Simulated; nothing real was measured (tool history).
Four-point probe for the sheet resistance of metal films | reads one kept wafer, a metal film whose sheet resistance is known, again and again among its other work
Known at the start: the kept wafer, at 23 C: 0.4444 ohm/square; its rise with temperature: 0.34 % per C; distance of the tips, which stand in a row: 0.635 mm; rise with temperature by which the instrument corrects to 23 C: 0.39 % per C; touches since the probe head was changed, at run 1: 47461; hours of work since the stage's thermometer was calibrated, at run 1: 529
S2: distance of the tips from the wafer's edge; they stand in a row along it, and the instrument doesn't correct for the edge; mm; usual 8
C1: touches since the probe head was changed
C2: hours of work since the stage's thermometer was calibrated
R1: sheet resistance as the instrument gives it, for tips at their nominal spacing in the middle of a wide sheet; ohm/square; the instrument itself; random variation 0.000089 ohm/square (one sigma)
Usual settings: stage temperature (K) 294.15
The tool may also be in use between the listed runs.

Run 1, day 0: usual settings; C1 47461; C2 529. Result: R1 0.44637 ohm/square.
Run 2, day 4.112: usual settings; C1 50806; C2 579. Result: R1 0.44623 ohm/square.
Run 3, day 8.825: usual settings; C1 54643; C2 635. Result: R1 0.446383 ohm/square.
Run 4, day 10.962: usual settings; C1 56382; C2 661. Result: R1 0.446192 ohm/square.
Run 5, day 13.229: usual settings; C1 58225; C2 688. Result: R1 0.446279 ohm/square.
Run 6, day 16.429: usual settings but stage temperature (K) 301.15; C1 60831; C2 727. Result: R1 0.44493 ohm/square.
Run 7, day 20.446: usual settings but stage temperature (K) 301.15; C1 64098; C2 775. Result: R1 0.444966 ohm/square.
Run 8, day 22.771: usual settings but stage temperature (K) 301.15; C1 65990; C2 803. Result: R1 0.444886 ohm/square.
Run 9, day 26.467: usual settings but stage temperature (K) 301.15; C1 68997; C2 848. Result: R1 0.445133 ohm/square.
Run 10, day 29.267: usual settings but stage temperature (K) 293.15, S2 12 mm; C1 71277; C2 881. Result: R1 0.445751 ohm/square.
Run 11, day 33.188: usual settings but stage temperature (K) 307.15, S2 14 mm; C1 74468; C2 928. Result: R1 0.442887 ohm/square.
Run 12, day 35.388: usual settings but stage temperature (K) 307.15, S2 14 mm; C1 76256; C2 955. Result: R1 0.442616 ohm/square.
Run 13, day 39.808: usual settings but stage temperature (K) 307.15, S2 14 mm; C1 79856; C2 1008. Result: R1 0.442655 ohm/square.
Run 14, day 42.617: usual settings but stage temperature (K) 307.15, S2 14 mm; C1 82142; C2 1042. Result: R1 0.442826 ohm/square.
Run 15, day 46.062: usual settings but stage temperature (K) 302.15, S2 4 mm; C1 84943; C2 1083. Result: R1 0.44931 ohm/square.
Run 16, day 49.329: usual settings but S2 48 mm; C1 87602; C2 1123. Result: R1 0.444816 ohm/square.
Run 17, day 54.512: usual settings but stage temperature (K) 299.15, S2 14 mm; C1 91821; C2 1185. Result: R1 0.444236 ohm/square.

Forecast each of these 5 alternatives for the next run:
Run A, day 59.642: usual settings but stage temperature (K) 303.15, S2 7 mm; C1 95995; C2 1247. Result: R1 ?.
Run B, day 59.642: usual settings but stage temperature (K) 293.15, S2 20 mm; C1 95995; C2 1247. Result: R1 ?.
Run C, day 59.642: usual settings but stage temperature (K) 296.15, S2 38 mm; C1 95995; C2 1247. Result: R1 ?.
Run D, day 59.642: usual settings but stage temperature (K) 306.15, S2 18 mm; C1 95995; C2 1247. Result: R1 ?.
Run E, day 59.642: usual settings but stage temperature (K) 291.15, S2 23 mm; C1 95995; C2 1247. Result: R1 ?.

run        R1
  A   0.44492
  B  0.445222
  C  0.444516
  D  0.442698
  E  0.445553
Without the tool's hidden state the same runs would have given:
run        R1
  A  0.444887
  B  0.445189
  C  0.444482
  D  0.442665
  E  0.445519
